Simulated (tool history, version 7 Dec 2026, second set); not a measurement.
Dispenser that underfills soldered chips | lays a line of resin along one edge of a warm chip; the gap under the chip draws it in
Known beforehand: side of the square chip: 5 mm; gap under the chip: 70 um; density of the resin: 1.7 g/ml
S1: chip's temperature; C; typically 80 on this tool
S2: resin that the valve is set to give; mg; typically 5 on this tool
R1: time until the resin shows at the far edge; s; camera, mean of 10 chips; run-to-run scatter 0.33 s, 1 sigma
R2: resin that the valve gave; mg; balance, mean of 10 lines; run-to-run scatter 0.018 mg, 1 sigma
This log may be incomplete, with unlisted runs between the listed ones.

run	hour	S1	S2	R1	R2
1	0	80	5	17.1	4.94
2	3.6	80	5.06	20.6	4.99
# hour 7: new syringe of resin
3	7.4	91	5	9	4.9
4	11.6	80	4.78	18.5	4.67
5	15.9	80	4.78	23.2	4.67
# hour 17.7: new syringe of resin
6	22	80	4.78	18.2	4.69
7	27.3	80	4.78	23.8	4.67
# hour 28.1: new syringe of resin
8	35	72	5	30.6	4.86
# hour 38.7: new syringe of resin
9	38.7	72	5	21.9	4.85
# hour 40.7: dispensing valve cleaned and set on the balance
10	45.1	80	6.49	19.5	6.45
11	48.7	79	5	23.7	5
# hour 50.5: new syringe of resin
12	53.2	79	5	17.7	4.97
13	59.1	79	5	23.4	4.96
# hour 61.3: new syringe of resin
14	65.2	80	6.18	18.1	6.15
15	68.4	80	6.18	20.8	6.09
# hour 71.8: new syringe of resin
16	72.1	80	6.18	15	6.08
17	75.4	71	5	28.2	4.87
18	80.4	71	5	35.9	4.92
# hour 82.5: new syringe of resin
19	88.3	69	4.38	34.5	4.26
# hour 93.4: new syringe of resin
20	94.2	69	4.38	27.7	4.25
21	101.4	80	6.45	22.3	6.26
# hour 104.1: new syringe of resin
# hour 107.5: dispensing valve cleaned and set on the balance
22	109	80	6.45	17.3	6.43

Run 23 comes next. What will it give?
# hour 115.8: new syringe of resin
23	116.2	80	6.45	?	?

For run 23 the tool returned R1 15 s, R2 6.43 mg.
Had the tool carried no hidden state, the very same run would have given R1 14.1 s, R2 6.46 mg.
